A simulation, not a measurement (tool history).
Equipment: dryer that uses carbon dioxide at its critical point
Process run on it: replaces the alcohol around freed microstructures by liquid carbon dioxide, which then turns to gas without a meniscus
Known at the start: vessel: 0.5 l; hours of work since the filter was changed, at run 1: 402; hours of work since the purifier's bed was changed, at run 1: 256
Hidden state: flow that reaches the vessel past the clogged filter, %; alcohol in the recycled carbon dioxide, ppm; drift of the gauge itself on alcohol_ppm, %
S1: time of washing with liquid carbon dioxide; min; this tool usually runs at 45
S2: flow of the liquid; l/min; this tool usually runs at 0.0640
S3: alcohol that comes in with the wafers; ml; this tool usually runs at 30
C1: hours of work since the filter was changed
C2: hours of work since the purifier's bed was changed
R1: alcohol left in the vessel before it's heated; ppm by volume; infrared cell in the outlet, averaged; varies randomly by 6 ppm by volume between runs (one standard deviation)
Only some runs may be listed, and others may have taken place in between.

Run 1, hour 0.0: usual settings; C1 402; C2 256. Result: R1 346 ppm by volume.
Run 2, hour 46.3: usual settings; C1 425; C2 278. Result: R1 374 ppm by volume.
Run 3, hour 89.8: usual settings; C1 446; C2 299. Result: R1 375 ppm by volume.
Run 4, hour 137.8: usual settings; C1 469; C2 322. Result: R1 380 ppm by volume.
At hour 161.0: inlet filter changed.
Run 5, hour 175.9: usual settings but S1 66 min; C1 7; C2 340. Result: R1 122 ppm by volume.
Run 6, hour 228.1: usual settings but S1 66 min; C1 32; C2 365. Result: R1 116 ppm by volume.
Run 7, hour 255.1: usual settings but S1 66 min; C1 46; C2 379. Result: R1 133 ppm by volume.
Run 8, hour 282.6: usual settings but S2 0.0567 l/min; C1 59; C2 392. Result: R1 572 ppm by volume.
Run 9, hour 310.5: usual settings but S2 0.0567 l/min; C1 72; C2 405. Result: R1 579 ppm by volume.
Run 10, hour 346.6: usual settings but S2 0.0412 l/min; C1 90; C2 423. Result: R1 1973 ppm by volume.
Run 11, hour 392.4: usual settings but S2 0.0412 l/min; C1 112; C2 445. Result: R1 2007 ppm by volume.
Run 12, hour 449.8: usual settings but S1 28 min; C1 140; C2 473. Result: R1 2110 ppm by volume.
Run 13, hour 493.7: usual settings but S1 28 min; C1 161; C2 494. Result: R1 2131 ppm by volume.
Run 14, hour 543.5: usual settings but S1 42 min; C1 185; C2 518. Result: R1 513 ppm by volume.
Run 15, hour 588.3: usual settings but S1 42 min; C1 207; C2 540. Result: R1 516 ppm by volume.
Run 16, hour 618.3: usual settings but S1 42 min; C1 221; C2 554. Result: R1 536 ppm by volume.
Run 17, hour 649.0: usual settings but S1 42 min; C1 236; C2 569. Result: R1 532 ppm by volume.
Run 18, hour 700.6: usual settings but S1 55 min; C1 261; C2 594. Result: R1 244 ppm by volume.
Run 19, hour 732.0: usual settings but S1 55 min; C1 276; C2 609. Result: R1 260 ppm by volume.
Run 20, hour 768.0: usual settings but S3 27 ml; C1 294; C2 627. Result: R1 435 ppm by volume.
At hour 795.9: purifier's bed changed.
Run 21, hour 807.1: usual settings but S3 71 ml; C1 311; C2 5. Result: R1 633 ppm by volume.
Run 22, hour 831.7: usual settings but S1 54 min; C1 323; C2 17. Result: R1 103 ppm by volume.
Run 23, hour 862.5: usual settings; C1 338; C2 32. Result: R1 292 ppm by volume.
Run 24, hour 911.5: usual settings; C1 362; C2 56. Result: R1 300 ppm by volume.
Run 25, hour 955.0: usual settings but S1 52 min, S2 0.0577 l/min; C1 383; C2 77. Result: R1 257 ppm by volume.
Run 26, hour 1011.4: usual settings but S1 30 min, S2 0.0982 l/min, S3 32 ml; C1 410; C2 104. Result: R1 286 ppm by volume.
Run 27, hour 1065.8: usual settings but S2 0.0519 l/min, S3 117 ml; C1 437; C2 131. Result: R1 3324 ppm by volume.
Run 28, hour 1121.1: usual settings but S1 62 min, S2 0.0381 l/min, S3 34 ml; C1 463; C2 157. Result: R1 1060 ppm by volume.
Run 29, hour 1150.4: usual settings but S1 47 min, S2 0.0511 l/min, S3 23 ml; C1 478; C2 172. Result: R1 637 ppm by volume.
At hour 1154.6: inlet filter changed.
Run 30, hour 1194.0: usual settings but S1 39 min, S3 68 ml; C1 19; C2 192. Result: R1 1151 ppm by volume.
Run 31, hour 1252.8: usual settings but S1 57 min, S3 68 ml; C1 48; C2 221. Result: R1 187 ppm by volume.
Run 32, hour 1309.1: usual settings but S3 60 ml; C1 75; C2 248. Result: R1 545 ppm by volume.
Run 33, hour 1342.9: usual settings but S1 29 min, S3 114 ml; C1 91; C2 264. Result: R1 6464 ppm by volume.
Run 34, hour 1397.4: usual settings but S1 29 min, S3 114 ml; C1 118; C2 291. Result: R1 6566 ppm by volume.
Run 35, hour 1430.6: usual settings but S1 48 min, S2 0.1024 l/min; C1 134; C2 307. Result: R1 105 ppm by volume.
Run 36, hour 1486.5: usual settings but S1 48 min, S2 0.1024 l/min; C1 161; C2 334. Result: R1 112 ppm by volume.
Run 37, hour 1531.1: usual settings but S2 0.0590 l/min; C1 182; C2 355. Result: R1 504 ppm by volume.
Run 38, hour 1555.5: usual settings but S2 0.0590 l/min; C1 194; C2 367. Result: R1 523 ppm by volume.
Run 39, hour 1598.4: usual settings but S1 35 min, S2 0.1061 l/min, S3 95 ml; C1 215; C2 388. Result: R1 262 ppm by volume.
Run 40, hour 1632.5: usual settings but S2 0.0992 l/min, S3 80 ml; C1 231; C2 404. Result: R1 159 ppm by volume.
Run 41, hour 1663.6: usual settings but S1 41 min, S2 0.0406 l/min; C1 246; C2 420. Result: R1 2933 ppm by volume.
Run 42, hour 1705.1: usual settings but S1 41 min, S2 0.0406 l/min; C1 267; C2 440. Result: R1 2914 ppm by volume.
Run 43, hour 1758.0: usual settings but S1 41 min, S2 0.0406 l/min; C1 292; C2 465. Result: R1 2994 ppm by volume.
Run 44, hour 1804.3: usual settings but S1 51 min, S2 0.0396 l/min; C1 315; C2 488. Result: R1 1644 ppm by volume.
Run 45, hour 1852.8: usual settings but S1 51 min, S2 0.0447 l/min, S3 38 ml; C1 338; C2 511. Result: R1 1308 ppm by volume.
Run 46, hour 1885.1: usual settings but S1 47 min, S2 0.0606 l/min, S3 28 ml; C1 354; C2 527. Result: R1 438 ppm by volume.

Branching from run 46: 3 alternative next runs. What would each branch give?
Run A, hour 1920.7: usual settings but S1 46 min, S2 0.0596 l/min, S3 32 ml; C1 371; C2 544. Result: R1 ?.
Run B, hour 1920.7: usual settings but S1 47 min, S2 0.0606 l/min, S3 35 ml; C1 371; C2 544. Result: R1 ?.
Run C, hour 1920.7: usual settings but S1 29 min, S2 0.0669 l/min, S3 58 ml; C1 371; C2 544. Result: R1 ?.

run    R1
  A   562
  B   513
  C  3260
Without the tool's hidden state the same runs would have given:
run    R1
  A   312
  B   265
  C  2602
